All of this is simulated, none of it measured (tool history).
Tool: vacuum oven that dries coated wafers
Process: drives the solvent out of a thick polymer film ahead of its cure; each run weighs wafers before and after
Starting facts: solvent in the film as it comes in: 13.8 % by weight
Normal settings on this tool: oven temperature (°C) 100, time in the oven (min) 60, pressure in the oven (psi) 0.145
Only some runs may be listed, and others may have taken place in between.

run 1 day=0.000 | oven_temperature_(°C)=100 time_in_the_oven_(min)=60 pressure_in_the_oven_(psi)=0.145 | solvent_left_in_the_film_(%)=3.17
run 2 day=0.792 | oven_temperature_(°C)=100 time_in_the_oven_(min)=60 pressure_in_the_oven_(psi)=0.145 | solvent_left_in_the_film_(%)=3.15
run 3 day=1.683 | oven_temperature_(°C)=100 time_in_the_oven_(min)=60 pressure_in_the_oven_(psi)=0.145 | solvent_left_in_the_film_(%)=3.16
run 4 day=2.183 | oven_temperature_(°C)=100 time_in_the_oven_(min)=49 pressure_in_the_oven_(psi)=0.145 | solvent_left_in_the_film_(%)=3.91
run 5 day=2.688 | oven_temperature_(°C)=100 time_in_the_oven_(min)=49 pressure_in_the_oven_(psi)=0.145 | solvent_left_in_the_film_(%)=3.92
run 6 day=3.188 | oven_temperature_(°C)=100 time_in_the_oven_(min)=49 pressure_in_the_oven_(psi)=0.145 | solvent_left_in_the_film_(%)=3.92
run 7 day=3.629 | oven_temperature_(°C)=97 time_in_the_oven_(min)=72 pressure_in_the_oven_(psi)=0.145 | solvent_left_in_the_film_(%)=3.19
run 8 day=4.396 | oven_temperature_(°C)=97 time_in_the_oven_(min)=72 pressure_in_the_oven_(psi)=0.116 | solvent_left_in_the_film_(%)=3.05
run 9 day=5.279 | oven_temperature_(°C)=86 time_in_the_oven_(min)=50 pressure_in_the_oven_(psi)=0.123 | solvent_left_in_the_film_(%)=6.99
run 10 day=5.808 | oven_temperature_(°C)=86 time_in_the_oven_(min)=50 pressure_in_the_oven_(psi)=0.123 | solvent_left_in_the_film_(%)=6.94
run 11 day=6.742 | oven_temperature_(°C)=112 time_in_the_oven_(min)=52 pressure_in_the_oven_(psi)=0.096 | solvent_left_in_the_film_(%)=1.33

What if the next run were any one of these 3? Each begins from the tool's condition after run 11:
run A day=7.600 | oven_temperature_(°C)=94 time_in_the_oven_(min)=60 pressure_in_the_oven_(psi)=0.470 | solvent_left_in_the_film_(%)=?
run B day=7.600 | oven_temperature_(°C)=88 time_in_the_oven_(min)=60 pressure_in_the_oven_(psi)=0.160 | solvent_left_in_the_film_(%)=?
run C day=7.600 | oven_temperature_(°C)=89 time_in_the_oven_(min)=77 pressure_in_the_oven_(psi)=0.229 | solvent_left_in_the_film_(%)=?

run=A solvent_left_in_the_film_(%)=5.92
run=B solvent_left_in_the_film_(%)=6.02
run=C solvent_left_in_the_film_(%)=5.23
Had the tool no hidden state, the same runs would have come out as:
run=A solvent_left_in_the_film_(%)=6.36
run=B solvent_left_in_the_film_(%)=6.41
run=C solvent_left_in_the_film_(%)=5.64
